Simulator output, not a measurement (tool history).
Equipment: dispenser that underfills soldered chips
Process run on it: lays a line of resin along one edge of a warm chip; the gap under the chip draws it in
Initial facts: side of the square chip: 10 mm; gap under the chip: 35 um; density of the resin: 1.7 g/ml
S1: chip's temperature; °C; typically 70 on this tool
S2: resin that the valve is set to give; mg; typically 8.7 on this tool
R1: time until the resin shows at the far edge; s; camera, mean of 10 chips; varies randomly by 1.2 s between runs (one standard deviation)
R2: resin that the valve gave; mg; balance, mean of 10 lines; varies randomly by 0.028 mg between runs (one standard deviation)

Run 1, hour 0: usual settings. Result: R1 119.5 s, R2 8.49 mg.
Run 2, hour 7.5: usual settings. Result: R1 159.5 s, R2 8.48 mg.
Run 3, hour 11.7: usual settings. Result: R1 187.9 s, R2 8.47 mg.
Run 4, hour 17.4: usual settings but S2 7.41 mg. Result: R1 148.5 s, R2 7.22 mg.
Run 5, hour 24.2: usual settings but S2 7.41 mg. Result: R1 191.4 s, R2 7.15 mg.
Run 6, hour 28.5: usual settings. Result: R1 128.1 s, R2 8.37 mg.
Run 7, hour 33.5: usual settings. Result: R1 153.8 s, R2 8.37 mg.
Run 8, hour 36.9: usual settings. Result: R1 177.3 s, R2 8.3 mg.
Run 9, hour 41.9: usual settings. Result: R1 130 s, R2 8.28 mg.
Run 10, hour 48.5: usual settings. Result: R1 167.8 s, R2 8.28 mg.
Run 11, hour 54.5: usual settings. Result: R1 128.2 s, R2 8.27 mg.
Run 12, hour 59.4: usual settings. Result: R1 152.9 s, R2 8.22 mg.
Run 13, hour 66.7: usual settings. Result: R1 121.9 s, R2 8.22 mg.
Run 14, hour 72.5: usual settings. Result: R1 153.6 s, R2 8.2 mg.
Run 15, hour 77.8: usual settings. Result: R1 188.5 s, R2 8.14 mg.
Run 16, hour 81.3: usual settings. Result: R1 131.3 s, R2 8.19 mg.
Run 17, hour 85.1: usual settings but S2 8.67 mg. Result: R1 150.1 s, R2 8.16 mg.
Run 18, hour 90.9: usual settings but S2 8.67 mg. Result: R1 191.1 s, R2 8.04 mg.
Run 19, hour 95.7: usual settings but S1 59 °C, S2 7.46 mg. Result: R1 268.5 s, R2 6.94 mg.
Run 20, hour 101.6: usual settings but S1 69 °C, S2 10.78 mg. Result: R1 169.6 s, R2 10.77 mg.
Run 21, hour 106: usual settings but S1 67 °C, S2 8.77 mg. Result: R1 139.4 s, R2 8.68 mg.
Run 22, hour 110.3: usual settings but S1 56 °C, S2 7.85 mg. Result: R1 311.6 s, R2 7.8 mg.
Run 23, hour 116.6: usual settings but S1 82 °C, S2 7.84 mg. Result: R1 95.8 s, R2 7.78 mg.
Run 24, hour 122.1: usual settings but S1 82 °C, S2 7.84 mg. Result: R1 71.6 s, R2 7.72 mg.
Run 25, hour 128.3: usual settings but S1 80 °C, S2 7.77 mg. Result: R1 99.3 s, R2 7.68 mg.
Run 26, hour 131.5: usual settings but S1 67 °C, S2 9.83 mg. Result: R1 217.3 s, R2 9.61 mg.
Run 27, hour 137.9: usual settings but S1 71 °C, S2 9.17 mg. Result: R1 133 s, R2 9.02 mg.
Run 28, hour 144: usual settings but S1 83 °C, S2 7.46 mg. Result: R1 95.7 s, R2 7.31 mg.
Run 29, hour 148.8: usual settings but S2 9.12 mg. Result: R1 130.1 s, R2 8.91 mg.
Run 30, hour 153.5: usual settings but S1 78 °C, S2 10.56 mg. Result: R1 102.3 s, R2 10.21 mg.
Run 31, hour 158.9: usual settings but S1 78 °C, S2 10.56 mg. Result: R1 73.4 s, R2 10.23 mg.
Run 32, hour 163.1: usual settings but S1 78 °C, S2 10.56 mg. Result: R1 86.8 s, R2 10.15 mg.
Run 33, hour 168.6: usual settings but S1 78 °C, S2 10.56 mg. Result: R1 106.7 s, R2 10.17 mg.
Run 34, hour 174.7: usual settings but S1 83 °C, S2 9.67 mg. Result: R1 63.1 s, R2 9.21 mg.

Taken out of this log: 14 entries between the listed runs. Where each belongs, and how the hidden state differs across it:
Run 3 -> run 4: new syringe of resin (hour 12.7)
  resin's viscosity, % of fresh resin's: 159.7 -> 120; dose that the valve gives, % of what is set: 97.3 -> 97; true chip temperature over the reading, C: 0.48 -> 0.5
  measured less the result without the state, R1: +67.7 -> +22.7 s; R2: -0.23 -> -0.22 mg
Run 5 -> run 6: new syringe of resin (hour 26.1)
  resin's viscosity, % of fresh resin's: 155.7 -> 108.7; dose that the valve gives, % of what is set: 96.65 -> 96.43; true chip temperature over the reading, C: 0.53 -> 0.54
  measured less the result without the state, R1: +66.4 -> +7.6 s; R2: -0.25 -> -0.31 mg
Run 8 -> run 9: new syringe of resin (hour 39.1)
  resin's viscosity, % of fresh resin's: 149.9 -> 110.6; dose that the valve gives, % of what is set: 95.92 -> 95.68; true chip temperature over the reading, C: 0.58 -> 0.59
  measured less the result without the state, R1: +56.4 -> +9.6 s; R2: -0.36 -> -0.37 mg
Run 10 -> run 11: new syringe of resin (hour 52.5)
  resin's viscosity, % of fresh resin's: 142.7 -> 108.3; dose that the valve gives, % of what is set: 95.34 -> 95.02; true chip temperature over the reading, C: 0.62 -> 0.65
  measured less the result without the state, R1: +47.2 -> +6.8 s; R2: -0.4 -> -0.43 mg
Run 12 -> run 13: new syringe of resin (hour 65.4)
  resin's viscosity, % of fresh resin's: 130.6 -> 105.1; dose that the valve gives, % of what is set: 94.73 -> 94.36; true chip temperature over the reading, C: 0.66 -> 0.69
  measured less the result without the state, R1: +32.9 -> +2.9 s; R2: -0.46 -> -0.49 mg
Run 15 -> run 16: new syringe of resin (hour 78.6)
  resin's viscosity, % of fresh resin's: 160.5 -> 112; dose that the valve gives, % of what is set: 93.75 -> 93.58; true chip temperature over the reading, C: 0.73 -> 0.74
  measured less the result without the state, R1: +67.7 -> +10.9 s; R2: -0.55 -> -0.56 mg
Run 18 -> run 19: new syringe of resin (hour 91.8)
  resin's viscosity, % of fresh resin's: 162 -> 117; dose that the valve gives, % of what is set: 93.09 -> 92.83; true chip temperature over the reading, C: 0.78 -> 0.79
  measured less the result without the state, R1: +69.9 -> +34.9 s; R2: -0.6 -> -0.53 mg
Run 19 -> run 20: dispensing valve cleaned and set on the balance (hour 97.2)
  resin's viscosity, % of fresh resin's: 117 -> 141.3; dose that the valve gives, % of what is set: 92.83 -> 99.84; true chip temperature over the reading, C: 0.79 -> 0.81
  measured less the result without the state, R1: +34.9 -> +44 s; R2: -0.53 -> -0.02 mg
Run 20 -> run 21: new syringe of resin (hour 105.8)
  resin's viscosity, % of fresh resin's: 141.3 -> 101.1; dose that the valve gives, % of what is set: 99.84 -> 99.62; true chip temperature over the reading, C: 0.81 -> 0.83
  measured less the result without the state, R1: +44 -> -4.9 s; R2: -0.02 -> -0.03 mg
Run 23 -> run 24: new syringe of resin (hour 119)
  resin's viscosity, % of fresh resin's: 152 -> 112.9; dose that the valve gives, % of what is set: 99.05 -> 98.76; true chip temperature over the reading, C: 0.87 -> 0.89
  measured less the result without the state, R1: +29.9 -> +5.5 s; R2: -0.07 -> -0.1 mg
Run 26 -> run 27: new syringe of resin (hour 132.3)
  resin's viscosity, % of fresh resin's: 162.2 -> 124; dose that the valve gives, % of what is set: 98.23 -> 97.89; true chip temperature over the reading, C: 0.92 -> 0.95
  measured less the result without the state, R1: +76.4 -> +20.5 s; R2: -0.17 -> -0.19 mg
Run 28 -> run 29: new syringe of resin (hour 145.3)
  resin's viscosity, % of fresh resin's: 156.7 -> 115.6; dose that the valve gives, % of what is set: 97.58 -> 97.33; true chip temperature over the reading, C: 0.97 -> 0.99
  measured less the result without the state, R1: +31.9 -> +11.8 s; R2: -0.18 -> -0.25 mg
Run 30 -> run 31: new syringe of resin (hour 158.7)
  resin's viscosity, % of fresh resin's: 138.5 -> 101.3; dose that the valve gives, % of what is set: 97.06 -> 96.77; true chip temperature over the reading, C: 1.01 -> 1.03
  measured less the result without the state, R1: +24.6 -> -2.9 s; R2: -0.31 -> -0.34 mg
Run 33 -> run 34: new syringe of resin (hour 171.8)
  resin's viscosity, % of fresh resin's: 147.3 -> 112.4; dose that the valve gives, % of what is set: 96.23 -> 95.88; true chip temperature over the reading, C: 1.06 -> 1.09
  measured less the result without the state, R1: +30.2 -> +4.1 s; R2: -0.4 -> -0.4 mg
